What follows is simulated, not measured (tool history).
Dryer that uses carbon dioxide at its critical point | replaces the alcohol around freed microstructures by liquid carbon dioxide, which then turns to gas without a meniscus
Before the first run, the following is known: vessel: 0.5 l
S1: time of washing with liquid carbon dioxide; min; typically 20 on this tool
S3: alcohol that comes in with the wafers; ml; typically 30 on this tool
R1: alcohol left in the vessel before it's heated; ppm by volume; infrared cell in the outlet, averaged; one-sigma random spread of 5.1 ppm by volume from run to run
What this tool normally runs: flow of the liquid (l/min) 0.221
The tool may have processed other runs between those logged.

{"run": 1, "hour": 0.0, "S1": 20, "flow of the liquid (l/min)": 0.221, "S3": 30, "R1": 99}
{"run": 2, "hour": 21.8, "S1": 20, "flow of the liquid (l/min)": 0.221, "S3": 30, "R1": 103}
{"run": 3, "hour": 53.0, "S1": 20, "flow of the liquid (l/min)": 0.221, "S3": 30, "R1": 108}
{"run": 4, "hour": 95.8, "S1": 20, "flow of the liquid (l/min)": 0.221, "S3": 30, "R1": 111}
{"hour": 128.4, "done": "inlet filter changed"}
{"run": 5, "hour": 129.8, "S1": 20, "flow of the liquid (l/min)": 0.221, "S3": 30, "R1": 99}
{"run": 6, "hour": 171.0, "S1": 15, "flow of the liquid (l/min)": 0.221, "S3": 30, "R1": 394}
{"run": 7, "hour": 210.1, "S1": 15, "flow of the liquid (l/min)": 0.221, "S3": 30, "R1": 385}
{"run": 8, "hour": 235.3, "S1": 15, "flow of the liquid (l/min)": 0.221, "S3": 30, "R1": 405}
{"run": 9, "hour": 255.8, "S1": 15, "flow of the liquid (l/min)": 0.221, "S3": 30, "R1": 432}
{"run": 10, "hour": 275.4, "S1": 20, "flow of the liquid (l/min)": 0.221, "S3": 20, "R1": 99}
{"run": 11, "hour": 301.1, "S1": 20, "flow of the liquid (l/min)": 0.221, "S3": 20, "R1": 118}
{"run": 12, "hour": 341.1, "S1": 20, "flow of the liquid (l/min)": 0.221, "S3": 20, "R1": 122}
{"run": 13, "hour": 366.8, "S1": 20, "flow of the liquid (l/min)": 0.221, "S3": 88, "R1": 317}
{"run": 14, "hour": 398.5, "S1": 20, "flow of the liquid (l/min)": 0.146, "S3": 88, "R1": 2536}
{"hour": 417.5, "done": "inlet filter changed"}
{"run": 15, "hour": 417.5, "S1": 20, "flow of the liquid (l/min)": 0.221, "S3": 30, "R1": 142}
{"run": 16, "hour": 449.3, "S1": 15, "flow of the liquid (l/min)": 0.341, "S3": 27, "R1": 98}
{"run": 17, "hour": 468.3, "S1": 30, "flow of the liquid (l/min)": 0.342, "S3": 23, "R1": 88}
{"run": 18, "hour": 497.0, "S1": 21, "flow of the liquid (l/min)": 0.144, "S3": 92, "R1": 1967}
{"run": 19, "hour": 538.8, "S1": 21, "flow of the liquid (l/min)": 0.144, "S3": 92, "R1": 2048}
{"run": 20, "hour": 558.0, "S1": 21, "flow of the liquid (l/min)": 0.144, "S3": 92, "R1": 2131}
{"run": 21, "hour": 587.2, "S1": 13, "flow of the liquid (l/min)": 0.134, "S3": 25, "R1": 3803}
{"run": 22, "hour": 626.8, "S1": 20, "flow of the liquid (l/min)": 0.21, "S3": 61, "R1": 326}
{"run": 23, "hour": 647.7, "S1": 20, "flow of the liquid (l/min)": 0.21, "S3": 61, "R1": 337}
{"run": 24, "hour": 688.8, "S1": 20, "flow of the liquid (l/min)": 0.143, "S3": 62, "R1": 2045}
{"hour": 706.5, "done": "inlet filter changed"}
{"run": 25, "hour": 732.6, "S1": 20, "flow of the liquid (l/min)": 0.221, "S3": 51, "R1": 209}
{"run": 26, "hour": 772.9, "S1": 20, "flow of the liquid (l/min)": 0.221, "S3": 51, "R1": 223}
{"run": 27, "hour": 802.7, "S1": 20, "flow of the liquid (l/min)": 0.221, "S3": 51, "R1": 226}
{"run": 28, "hour": 842.1, "S1": 20, "flow of the liquid (l/min)": 0.285, "S3": 86, "R1": 169}
{"run": 29, "hour": 864.7, "S1": 17, "flow of the liquid (l/min)": 0.202, "S3": 56, "R1": 710}
{"run": 30, "hour": 904.1, "S1": 12, "flow of the liquid (l/min)": 0.202, "S3": 44, "R1": 2371}

Here are 3 independent what-if runs from the current tool condition. What would each one return?
{"run": "A", "hour": 938.3, "S1": 29, "flow of the liquid (l/min)": 0.221, "S3": 30, "R1": "?"}
{"run": "B", "hour": 938.3, "S1": 21, "flow of the liquid (l/min)": 0.166, "S3": 44, "R1": "?"}
{"run": "C", "hour": 938.3, "S1": 12, "flow of the liquid (l/min)": 0.142, "S3": 44, "R1": "?"}

run=A R1=160
run=B R1=636
run=C R1=7300
With the hidden condition removed and each run's random variation left untouched, the same runs would have given:
run=A R1=13
run=B R1=382
run=C R1=6307
